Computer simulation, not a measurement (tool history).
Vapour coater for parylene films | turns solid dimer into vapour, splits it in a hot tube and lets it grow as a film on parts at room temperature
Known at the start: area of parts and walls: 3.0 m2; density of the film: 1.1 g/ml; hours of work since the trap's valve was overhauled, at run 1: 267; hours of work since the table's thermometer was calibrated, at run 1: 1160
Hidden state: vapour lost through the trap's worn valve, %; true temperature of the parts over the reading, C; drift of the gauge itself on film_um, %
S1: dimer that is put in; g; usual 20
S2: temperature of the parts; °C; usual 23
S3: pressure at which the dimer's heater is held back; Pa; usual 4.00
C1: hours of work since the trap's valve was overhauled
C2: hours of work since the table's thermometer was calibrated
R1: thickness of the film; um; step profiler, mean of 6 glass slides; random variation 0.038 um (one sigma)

run,hour,S1,S2,S3,C1,C2,R1
1,0.0,20,23,4.00,267,1160,4.06
2,54.6,20,23,4.00,304,1197,4.05
3,114.8,20,23,4.00,344,1238,4.11
# hour 123.9: trap's valve overhauled
4,161.5,20,23,4.00,25,1267,4.04
5,224.1,29,23,4.00,68,1309,5.83
# hour 264.4: table's thermometer calibrated
6,285.6,20,23,4.00,109,14,4.03
7,337.0,20,23,4.00,144,49,4.06
8,410.6,20,24,4.00,194,99,3.80
9,466.6,20,24,4.00,232,137,3.91
10,506.3,20,24,4.00,258,164,3.91
11,558.8,20,24,4.00,294,199,3.88
12,618.0,20,20,4.00,334,240,4.48
# hour 642.8: trap's valve overhauled
13,656.1,23,23,4.00,9,263,4.69
14,699.7,23,23,7.39,39,292,3.97
15,734.5,23,23,3.07,62,316,4.96
16,797.1,20,23,10.32,105,358,3.24
17,835.1,20,23,10.32,130,384,3.16
18,869.9,20,22,10.32,154,407,3.36
19,903.3,20,23,3.61,177,430,4.05
20,967.0,20,23,4.35,220,473,3.93
21,1003.0,20,23,4.00,244,498,3.96
22,1043.2,20,23,4.00,271,525,3.93
23,1084.4,20,23,4.00,299,553,4.03
24,1148.4,11,23,4.00,343,596,2.21
# hour 1158.6: trap's valve overhauled
25,1197.0,23,23,9.59,26,626,3.80
26,1265.0,23,23,9.59,72,672,3.81
27,1308.2,23,23,9.89,101,702,3.76
28,1356.9,12,23,4.89,134,735,2.27
29,1415.5,19,26,10.77,174,774,2.76
30,1466.5,9,33,4.00,209,809,1.30
31,1525.0,9,33,4.00,248,849,1.35
32,1598.0,20,23,7.35,298,898,3.51
# hour 1674.0: trap's valve overhauled
33,1674.0,9,23,5.04,0,947,1.74
34,1721.2,9,23,5.04,32,979,1.74
35,1794.6,9,23,5.04,82,1029,1.67
36,1854.9,22,18,4.28,123,1069,5.20
37,1906.2,22,18,4.28,157,1104,5.11
38,1978.1,19,19,3.62,206,1153,4.41
39,2024.4,21,18,2.78,237,1184,5.35
40,2086.5,14,18,3.89,279,1226,3.37

Run 41 comes next. What will it give?
41,2139.3,18,23,3.89,315,1262,?

Run 41 gave R1 3.54 um.
Without the tool's hidden state the same run would have given R1 3.56 um.

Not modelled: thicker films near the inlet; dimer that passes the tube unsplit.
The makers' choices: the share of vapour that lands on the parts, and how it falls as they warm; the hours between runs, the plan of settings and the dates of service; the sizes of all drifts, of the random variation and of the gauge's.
